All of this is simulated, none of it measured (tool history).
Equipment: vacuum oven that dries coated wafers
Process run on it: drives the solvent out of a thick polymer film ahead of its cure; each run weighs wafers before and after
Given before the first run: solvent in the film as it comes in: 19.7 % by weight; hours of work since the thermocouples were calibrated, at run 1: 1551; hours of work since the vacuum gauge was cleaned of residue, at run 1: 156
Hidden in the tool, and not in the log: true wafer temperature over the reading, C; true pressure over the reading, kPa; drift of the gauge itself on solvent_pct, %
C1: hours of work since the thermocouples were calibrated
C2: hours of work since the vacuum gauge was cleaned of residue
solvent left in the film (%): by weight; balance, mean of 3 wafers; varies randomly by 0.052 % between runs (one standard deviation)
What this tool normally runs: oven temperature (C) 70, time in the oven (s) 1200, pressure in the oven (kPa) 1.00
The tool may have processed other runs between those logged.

{"run": 1, "hour": 0.0, "oven temperature (C)": 70, "time in the oven (s)": 1200, "pressure in the oven (kPa)": 1.0, "C1": 1551, "C2": 156, "solvent left in the film (%)": 1.22}
{"run": 2, "hour": 10.1, "oven temperature (C)": 70, "time in the oven (s)": 1200, "pressure in the oven (kPa)": 1.0, "C1": 1555, "C2": 160, "solvent left in the film (%)": 1.11}
{"run": 3, "hour": 20.6, "oven temperature (C)": 70, "time in the oven (s)": 1200, "pressure in the oven (kPa)": 1.0, "C1": 1560, "C2": 164, "solvent left in the film (%)": 1.21}
{"run": 4, "hour": 35.5, "oven temperature (C)": 70, "time in the oven (s)": 1200, "pressure in the oven (kPa)": 1.0, "C1": 1566, "C2": 170, "solvent left in the film (%)": 1.24}
{"run": 5, "hour": 48.1, "oven temperature (C)": 70, "time in the oven (s)": 1200, "pressure in the oven (kPa)": 1.0, "C1": 1571, "C2": 176, "solvent left in the film (%)": 1.18}
{"run": 6, "hour": 56.9, "oven temperature (C)": 70, "time in the oven (s)": 1200, "pressure in the oven (kPa)": 1.0, "C1": 1575, "C2": 179, "solvent left in the film (%)": 1.31}
{"run": 7, "hour": 67.5, "oven temperature (C)": 70, "time in the oven (s)": 1200, "pressure in the oven (kPa)": 1.0, "C1": 1579, "C2": 184, "solvent left in the film (%)": 1.17}
{"run": 8, "hour": 79.8, "oven temperature (C)": 70, "time in the oven (s)": 1200, "pressure in the oven (kPa)": 1.0, "C1": 1584, "C2": 189, "solvent left in the film (%)": 1.25}
{"run": 9, "hour": 95.2, "oven temperature (C)": 70, "time in the oven (s)": 1200, "pressure in the oven (kPa)": 1.0, "C1": 1590, "C2": 195, "solvent left in the film (%)": 1.12}
{"run": 10, "hour": 102.6, "oven temperature (C)": 70, "time in the oven (s)": 1200, "pressure in the oven (kPa)": 1.0, "C1": 1594, "C2": 198, "solvent left in the film (%)": 1.18}
{"run": 11, "hour": 117.8, "oven temperature (C)": 83, "time in the oven (s)": 1200, "pressure in the oven (kPa)": 1.0, "C1": 1600, "C2": 204, "solvent left in the film (%)": 0.45}
{"run": 12, "hour": 124.8, "oven temperature (C)": 83, "time in the oven (s)": 1200, "pressure in the oven (kPa)": 1.0, "C1": 1603, "C2": 207, "solvent left in the film (%)": 0.58}
{"run": 13, "hour": 137.3, "oven temperature (C)": 70, "time in the oven (s)": 1260, "pressure in the oven (kPa)": 1.0, "C1": 1608, "C2": 212, "solvent left in the film (%)": 1.11}
{"run": 14, "hour": 146.2, "oven temperature (C)": 70, "time in the oven (s)": 840, "pressure in the oven (kPa)": 1.0, "C1": 1612, "C2": 216, "solvent left in the film (%)": 1.96}
{"run": 15, "hour": 158.7, "oven temperature (C)": 70, "time in the oven (s)": 840, "pressure in the oven (kPa)": 1.0, "C1": 1617, "C2": 221, "solvent left in the film (%)": 1.84}
{"run": 16, "hour": 171.4, "oven temperature (C)": 82, "time in the oven (s)": 840, "pressure in the oven (kPa)": 1.0, "C1": 1622, "C2": 226, "solvent left in the film (%)": 0.64}
{"run": 17, "hour": 184.6, "oven temperature (C)": 82, "time in the oven (s)": 840, "pressure in the oven (kPa)": 1.0, "C1": 1627, "C2": 232, "solvent left in the film (%)": 0.62}
{"run": 18, "hour": 200.7, "oven temperature (C)": 82, "time in the oven (s)": 840, "pressure in the oven (kPa)": 1.0, "C1": 1634, "C2": 238, "solvent left in the film (%)": 0.61}
{"hour": 204.0, "done": "oven's thermocouples calibrated"}
{"run": 19, "hour": 215.9, "oven temperature (C)": 66, "time in the oven (s)": 660, "pressure in the oven (kPa)": 1.0, "C1": 5, "C2": 244, "solvent left in the film (%)": 3.69}
{"run": 20, "hour": 225.1, "oven temperature (C)": 84, "time in the oven (s)": 1380, "pressure in the oven (kPa)": 1.0, "C1": 9, "C2": 248, "solvent left in the film (%)": 0.43}
{"run": 21, "hour": 233.8, "oven temperature (C)": 78, "time in the oven (s)": 780, "pressure in the oven (kPa)": 1.04, "C1": 12, "C2": 251, "solvent left in the film (%)": 0.91}
{"run": 22, "hour": 249.8, "oven temperature (C)": 61, "time in the oven (s)": 1200, "pressure in the oven (kPa)": 1.27, "C1": 19, "C2": 258, "solvent left in the film (%)": 2.84}
{"run": 23, "hour": 258.9, "oven temperature (C)": 61, "time in the oven (s)": 1200, "pressure in the oven (kPa)": 1.27, "C1": 23, "C2": 262, "solvent left in the film (%)": 2.97}
{"run": 24, "hour": 274.7, "oven temperature (C)": 61, "time in the oven (s)": 1200, "pressure in the oven (kPa)": 1.27, "C1": 29, "C2": 268, "solvent left in the film (%)": 2.98}
{"run": 25, "hour": 284.4, "oven temperature (C)": 70, "time in the oven (s)": 1740, "pressure in the oven (kPa)": 0.71, "C1": 33, "C2": 272, "solvent left in the film (%)": 0.71}
{"hour": 290.8, "done": "oven's thermocouples calibrated, once more"}
{"run": 26, "hour": 295.9, "oven temperature (C)": 70, "time in the oven (s)": 1740, "pressure in the oven (kPa)": 0.71, "C1": 2, "C2": 276, "solvent left in the film (%)": 0.95}
{"run": 27, "hour": 309.4, "oven temperature (C)": 70, "time in the oven (s)": 1740, "pressure in the oven (kPa)": 2.66, "C1": 8, "C2": 282, "solvent left in the film (%)": 2.71}
{"run": 28, "hour": 320.0, "oven temperature (C)": 67, "time in the oven (s)": 720, "pressure in the oven (kPa)": 1.0, "C1": 12, "C2": 286, "solvent left in the film (%)": 3.97}
{"run": 29, "hour": 330.4, "oven temperature (C)": 67, "time in the oven (s)": 720, "pressure in the oven (kPa)": 1.0, "C1": 16, "C2": 290, "solvent left in the film (%)": 4.08}
{"run": 30, "hour": 340.7, "oven temperature (C)": 80, "time in the oven (s)": 1200, "pressure in the oven (kPa)": 1.17, "C1": 21, "C2": 294, "solvent left in the film (%)": 0.82}
{"run": 31, "hour": 352.0, "oven temperature (C)": 80, "time in the oven (s)": 2100, "pressure in the oven (kPa)": 1.17, "C1": 25, "C2": 299, "solvent left in the film (%)": 0.81}
{"run": 32, "hour": 364.8, "oven temperature (C)": 70, "time in the oven (s)": 1860, "pressure in the oven (kPa)": 1.87, "C1": 31, "C2": 304, "solvent left in the film (%)": 2.02}
{"run": 33, "hour": 373.3, "oven temperature (C)": 61, "time in the oven (s)": 840, "pressure in the oven (kPa)": 1.0, "C1": 34, "C2": 308, "solvent left in the film (%)": 5.45}
{"run": 34, "hour": 386.7, "oven temperature (C)": 70, "time in the oven (s)": 720, "pressure in the oven (kPa)": 1.0, "C1": 40, "C2": 313, "solvent left in the film (%)": 3.22}

Alternative continuations, all from the tool just after run 34; predict every row:
{"run": "A", "hour": 402.8, "oven temperature (C)": 70, "time in the oven (s)": 1200, "pressure in the oven (kPa)": 1.73, "C1": 46, "C2": 320, "solvent left in the film (%)": "?"}
{"run": "B", "hour": 402.8, "oven temperature (C)": 70, "time in the oven (s)": 1800, "pressure in the oven (kPa)": 1.0, "C1": 46, "C2": 320, "solvent left in the film (%)": "?"}
{"run": "C", "hour": 402.8, "oven temperature (C)": 78, "time in the oven (s)": 1860, "pressure in the oven (kPa)": 3.23, "C1": 46, "C2": 320, "solvent left in the film (%)": "?"}
{"run": "D", "hour": 402.8, "oven temperature (C)": 60, "time in the oven (s)": 1200, "pressure in the oven (kPa)": 1.0, "C1": 46, "C2": 320, "solvent left in the film (%)": "?"}
{"run": "E", "hour": 402.8, "oven temperature (C)": 70, "time in the oven (s)": 1200, "pressure in the oven (kPa)": 2.45, "C1": 46, "C2": 320, "solvent left in the film (%)": "?"}

run=A solvent_left_in_the_film_(%)=2.26
run=B solvent_left_in_the_film_(%)=1.19
run=C solvent_left_in_the_film_(%)=2.34
run=D solvent_left_in_the_film_(%)=4.20
run=E solvent_left_in_the_film_(%)=2.98
Stripped of hidden state, with their random variation kept, the same runs would have yielded:
run=A solvent_left_in_the_film_(%)=2.15
run=B solvent_left_in_the_film_(%)=1.05
run=C solvent_left_in_the_film_(%)=2.25
run=D solvent_left_in_the_film_(%)=4.08
run=E solvent_left_in_the_film_(%)=2.88
